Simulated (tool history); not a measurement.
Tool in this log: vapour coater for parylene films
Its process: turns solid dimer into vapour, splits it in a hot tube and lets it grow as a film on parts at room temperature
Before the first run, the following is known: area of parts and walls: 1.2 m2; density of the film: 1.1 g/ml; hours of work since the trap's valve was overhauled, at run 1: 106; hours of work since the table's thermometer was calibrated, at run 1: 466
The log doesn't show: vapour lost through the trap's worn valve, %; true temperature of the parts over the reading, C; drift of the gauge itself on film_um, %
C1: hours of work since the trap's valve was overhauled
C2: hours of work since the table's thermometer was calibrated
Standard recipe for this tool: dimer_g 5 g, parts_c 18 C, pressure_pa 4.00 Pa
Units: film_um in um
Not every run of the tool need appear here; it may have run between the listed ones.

{"run": 1, "day": 0.0, "dimer_g": 5, "parts_c": 18, "pressure_pa": 4.0, "C1": 106, "C2": 466, "film_um": 2.15}
{"run": 2, "day": 0.883, "dimer_g": 5, "parts_c": 18, "pressure_pa": 4.0, "C1": 119, "C2": 479, "film_um": 2.14}
{"run": 3, "day": 1.438, "dimer_g": 8, "parts_c": 18, "pressure_pa": 4.0, "C1": 127, "C2": 487, "film_um": 3.37}
{"run": 4, "day": 2.096, "dimer_g": 2, "parts_c": 18, "pressure_pa": 4.0, "C1": 137, "C2": 497, "film_um": 0.87}
{"run": 5, "day": 2.612, "dimer_g": 2, "parts_c": 18, "pressure_pa": 4.0, "C1": 145, "C2": 504, "film_um": 0.85}
{"run": 6, "day": 3.133, "dimer_g": 2, "parts_c": 18, "pressure_pa": 4.0, "C1": 152, "C2": 512, "film_um": 0.84}
{"run": 7, "day": 3.612, "dimer_g": 5, "parts_c": 14, "pressure_pa": 4.0, "C1": 159, "C2": 519, "film_um": 2.36}
{"run": 8, "day": 4.179, "dimer_g": 5, "parts_c": 18, "pressure_pa": 4.0, "C1": 167, "C2": 527, "film_um": 2.08}
{"run": 9, "day": 4.892, "dimer_g": 5, "parts_c": 18, "pressure_pa": 4.0, "C1": 178, "C2": 538, "film_um": 2.08}
{"run": 10, "day": 5.746, "dimer_g": 5, "parts_c": 18, "pressure_pa": 4.0, "C1": 190, "C2": 550, "film_um": 2.05}
{"run": 11, "day": 6.175, "dimer_g": 5, "parts_c": 18, "pressure_pa": 4.0, "C1": 197, "C2": 557, "film_um": 2.07}
{"run": 12, "day": 6.746, "dimer_g": 5, "parts_c": 18, "pressure_pa": 4.0, "C1": 205, "C2": 565, "film_um": 2.07}
{"run": 13, "day": 7.754, "dimer_g": 5, "parts_c": 18, "pressure_pa": 4.0, "C1": 220, "C2": 580, "film_um": 2.06}
{"run": 14, "day": 8.738, "dimer_g": 5, "parts_c": 19, "pressure_pa": 4.0, "C1": 234, "C2": 594, "film_um": 1.96}
{"run": 15, "day": 9.408, "dimer_g": 5, "parts_c": 10, "pressure_pa": 4.0, "C1": 244, "C2": 604, "film_um": 2.54}
{"run": 16, "day": 10.25, "dimer_g": 5, "parts_c": 25, "pressure_pa": 4.0, "C1": 256, "C2": 616, "film_um": 1.64}
{"run": 17, "day": 11.275, "dimer_g": 5, "parts_c": 25, "pressure_pa": 4.0, "C1": 271, "C2": 631, "film_um": 1.66}
{"run": 18, "day": 12.138, "dimer_g": 5, "parts_c": 25, "pressure_pa": 4.0, "C1": 284, "C2": 644, "film_um": 1.63}
{"run": 19, "day": 12.896, "dimer_g": 5, "parts_c": 26, "pressure_pa": 6.38, "C1": 295, "C2": 655, "film_um": 1.52}

Estimate the outcome of run 20 from the log above:
{"run": 20, "day": 13.588, "dimer_g": 8, "parts_c": 20, "pressure_pa": 7.24, "C1": 305, "C2": 665, "film_um": "?"}

{"run 20": {"film_um": 2.79}}
Without the tool's hidden state the same run would have given film_um 3.17 um.
